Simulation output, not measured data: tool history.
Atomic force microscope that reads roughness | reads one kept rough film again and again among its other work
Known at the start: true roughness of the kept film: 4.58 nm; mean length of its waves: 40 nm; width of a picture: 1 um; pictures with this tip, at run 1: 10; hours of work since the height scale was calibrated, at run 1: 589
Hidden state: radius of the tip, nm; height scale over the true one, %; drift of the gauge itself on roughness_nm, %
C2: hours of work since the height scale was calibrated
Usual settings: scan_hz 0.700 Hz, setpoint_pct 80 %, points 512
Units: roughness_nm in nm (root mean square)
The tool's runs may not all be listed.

Run 1, day 0.000: usual settings; pictures with this tip 10; C2 589. Result: roughness_nm 4.023 nm (root mean square).
Run 2, day 1.392: usual settings; pictures with this tip 60; C2 607. Result: roughness_nm 4.099 nm (root mean square).
At day 2.688: new tip fitted.
Run 3, day 2.958: usual settings but scan_hz 1.089 Hz; pictures with this tip 10; C2 628. Result: roughness_nm 4.026 nm (root mean square).
Run 4, day 3.829: usual settings; pictures with this tip 41; C2 640. Result: roughness_nm 4.063 nm (root mean square).
Run 5, day 5.071: usual settings but points 492; pictures with this tip 86; C2 656. Result: roughness_nm 4.099 nm (root mean square).
At day 5.588: new tip fitted.
Run 6, day 6.500: usual settings but points 492; pictures with this tip 33; C2 675. Result: roughness_nm 4.083 nm (root mean square).
Run 7, day 7.767: usual settings but setpoint_pct 83 %; pictures with this tip 79; C2 692. Result: roughness_nm 4.052 nm (root mean square).
At day 8.554: new tip fitted.
Run 8, day 8.683: usual settings but setpoint_pct 83 %; pictures with this tip 5; C2 704. Result: roughness_nm 4.066 nm (root mean square).
Run 9, day 9.962: usual settings but setpoint_pct 58 %; pictures with this tip 51; C2 721. Result: roughness_nm 4.184 nm (root mean square).
At day 11.442: new tip fitted.
Run 10, day 11.442: usual settings but setpoint_pct 58 %; pictures with this tip 0; C2 740. Result: roughness_nm 4.199 nm (root mean square).
Run 11, day 13.150: usual settings but setpoint_pct 58 %; pictures with this tip 61; C2 763. Result: roughness_nm 4.185 nm (root mean square).
Run 12, day 13.912: usual settings but setpoint_pct 58 %; pictures with this tip 89; C2 774. Result: roughness_nm 4.197 nm (root mean square).
At day 14.388: new tip fitted.
Run 13, day 14.829: usual settings but setpoint_pct 58 %; pictures with this tip 16; C2 785. Result: roughness_nm 4.186 nm (root mean square).
Run 14, day 16.358: usual settings but setpoint_pct 58 %; pictures with this tip 71; C2 806. Result: roughness_nm 4.186 nm (root mean square).
At day 17.325: new tip fitted.
Run 15, day 17.542: usual settings; pictures with this tip 7; C2 821. Result: roughness_nm 4.100 nm (root mean square).
Run 16, day 18.654: usual settings but setpoint_pct 83 %; pictures with this tip 48; C2 836. Result: roughness_nm 4.042 nm (root mean square).
Run 17, day 19.521: usual settings but setpoint_pct 83 %; pictures with this tip 79; C2 848. Result: roughness_nm 4.054 nm (root mean square).
At day 20.225: new tip fitted.
Run 18, day 21.250: usual settings but scan_hz 0.828 Hz; pictures with this tip 37; C2 871. Result: roughness_nm 4.028 nm (root mean square).
Run 19, day 22.292: usual settings but points 516; pictures with this tip 75; C2 885. Result: roughness_nm 4.102 nm (root mean square).
At day 23.117: new tip fitted.
Run 20, day 23.533: usual settings but points 516; pictures with this tip 15; C2 901. Result: roughness_nm 4.097 nm (root mean square).
Run 21, day 24.721: usual settings; pictures with this tip 58; C2 917. Result: roughness_nm 4.082 nm (root mean square).
At day 26.083: new tip fitted.
Run 22, day 26.483: usual settings but points 333; pictures with this tip 15; C2 940. Result: roughness_nm 4.089 nm (root mean square).
Run 23, day 28.012: usual settings but scan_hz 3.838 Hz, setpoint_pct 83 %, points 493; pictures with this tip 70; C2 961. Result: roughness_nm 3.443 nm (root mean square).
At day 28.975: new tip fitted.
Run 24, day 29.712: usual settings but scan_hz 2.658 Hz, setpoint_pct 81 %, points 858; pictures with this tip 27; C2 983. Result: roughness_nm 3.693 nm (root mean square).
Run 25, day 30.900: usual settings but scan_hz 3.911 Hz, setpoint_pct 81 %, points 978; pictures with this tip 69; C2 999. Result: roughness_nm 3.483 nm (root mean square).
At day 31.821: new tip fitted.
Run 26, day 32.129: usual settings but scan_hz 0.912 Hz, setpoint_pct 81 %, points 324; pictures with this tip 11; C2 1015. Result: roughness_nm 4.022 nm (root mean square).
Run 27, day 33.071: usual settings but scan_hz 2.305 Hz, setpoint_pct 74 %, points 324; pictures with this tip 45; C2 1028. Result: roughness_nm 3.887 nm (root mean square).
Run 28, day 34.058: usual settings but scan_hz 2.305 Hz, setpoint_pct 82 %, points 324; pictures with this tip 81; C2 1041. Result: roughness_nm 3.732 nm (root mean square).
At day 34.717: new tip fitted.
Run 29, day 35.717: usual settings but scan_hz 2.305 Hz, setpoint_pct 82 %, points 324; pictures with this tip 36; C2 1063. Result: roughness_nm 3.753 nm (root mean square).
Run 30, day 36.521: usual settings but setpoint_pct 74 %; pictures with this tip 65; C2 1074. Result: roughness_nm 4.161 nm (root mean square).
At day 37.658: new tip fitted.
Run 31, day 37.825: usual settings but setpoint_pct 82 %; pictures with this tip 6; C2 1091. Result: roughness_nm 4.075 nm (root mean square).
At day 38.492: height scale calibrated on a step standard.
Run 32, day 39.233: usual settings but setpoint_pct 82 %; pictures with this tip 55; C2 10. Result: roughness_nm 4.086 nm (root mean square).
At day 40.588: new tip fitted.
Run 33, day 41.004: usual settings but setpoint_pct 82 %; pictures with this tip 16; C2 33. Result: roughness_nm 4.089 nm (root mean square).
Run 34, day 41.938: usual settings but setpoint_pct 82 %; pictures with this tip 49; C2 46. Result: roughness_nm 4.049 nm (root mean square).
At day 43.554: new tip fitted.
Run 35, day 43.708: usual settings but setpoint_pct 70 %, points 377; pictures with this tip 5; C2 69. Result: roughness_nm 4.123 nm (root mean square).
Run 36, day 44.875: usual settings but scan_hz 2.575 Hz, setpoint_pct 66 %, points 699; pictures with this tip 48; C2 85. Result: roughness_nm 3.972 nm (root mean square).
Run 37, day 46.321: usual settings but scan_hz 1.253 Hz, setpoint_pct 72 %, points 993; pictures with this tip 100; C2 104. Result: roughness_nm 4.041 nm (root mean square).
At day 46.504: new tip fitted.
Run 38, day 47.188: usual settings but scan_hz 1.253 Hz, setpoint_pct 72 %, points 993; pictures with this tip 24; C2 115. Result: roughness_nm 4.027 nm (root mean square).
Run 39, day 48.458: usual settings but scan_hz 0.608 Hz, setpoint_pct 69 %, points 311; pictures with this tip 70; C2 132. Result: roughness_nm 4.142 nm (root mean square).
At day 49.388: new tip fitted.
Run 40, day 49.388: usual settings but scan_hz 0.608 Hz, setpoint_pct 65 %, points 311; pictures with this tip 0; C2 145. Result: roughness_nm 4.165 nm (root mean square).
Run 41, day 51.125: usual settings but scan_hz 0.608 Hz, setpoint_pct 57 %, points 671; pictures with this tip 63; C2 168. Result: roughness_nm 4.191 nm (root mean square).
At day 52.267: new tip fitted.
Run 42, day 52.729: usual settings but scan_hz 0.608 Hz, setpoint_pct 57 %, points 671; pictures with this tip 17; C2 189. Result: roughness_nm 4.189 nm (root mean square).
Run 43, day 53.542: usual settings but scan_hz 0.590 Hz, setpoint_pct 78 %; pictures with this tip 46; C2 200. Result: roughness_nm 4.103 nm (root mean square).
Run 44, day 54.800: usual settings but scan_hz 0.654 Hz, setpoint_pct 87 %, points 274; pictures with this tip 91; C2 217. Result: roughness_nm 4.029 nm (root mean square).

Hidden state at the last listed run before each entry between runs and at the first one after, where it differs:
Between runs 2 and 3: new tip fitted (day 2.688)
  radius of the tip, nm: 7.1 -> 7
Between runs 5 and 6: new tip fitted (day 5.588)
  radius of the tip, nm: 7.2 -> 7.1
Between runs 7 and 8: new tip fitted (day 8.554)
  radius of the tip, nm: 7.2 -> 7
Between runs 9 and 10: new tip fitted (day 11.442)
  radius of the tip, nm: 7.1 -> 7
Between runs 12 and 13: new tip fitted (day 14.388)
  radius of the tip, nm: 7.2 -> 7
Between runs 14 and 15: new tip fitted (day 17.325)
  radius of the tip, nm: 7.2 -> 7
Between runs 17 and 18: new tip fitted (day 20.225)
  radius of the tip, nm: 7.2 -> 7.1
Between runs 19 and 20: new tip fitted (day 23.117)
  radius of the tip, nm: 7.2 -> 7
Between runs 21 and 22: new tip fitted (day 26.083)
  radius of the tip, nm: 7.1 -> 7
Between runs 23 and 24: new tip fitted (day 28.975)
  radius of the tip, nm: 7.2 -> 7.1
Between runs 25 and 26: new tip fitted (day 31.821)
  radius of the tip, nm: 7.2 -> 7
Between runs 28 and 29: new tip fitted (day 34.717)
  radius of the tip, nm: 7.2 -> 7.1
Between runs 30 and 31: new tip fitted (day 37.658)
  radius of the tip, nm: 7.1 -> 7
Between runs 31 and 32: height scale calibrated on a step standard (day 38.492)
  radius of the tip, nm: 7 -> 7.1; height scale over the true one, %: -0.02 -> 0
Between runs 32 and 33: new tip fitted (day 40.588)
  radius of the tip, nm: 7.1 -> 7
Between runs 34 and 35: new tip fitted (day 43.554)
  radius of the tip, nm: 7.1 -> 7
Between runs 37 and 38: new tip fitted (day 46.504)
  radius of the tip, nm: 7.2 -> 7.1
Between runs 39 and 40: new tip fitted (day 49.388)
  radius of the tip, nm: 7.2 -> 7
Between runs 41 and 42: new tip fitted (day 52.267)
  radius of the tip, nm: 7.2 -> 7
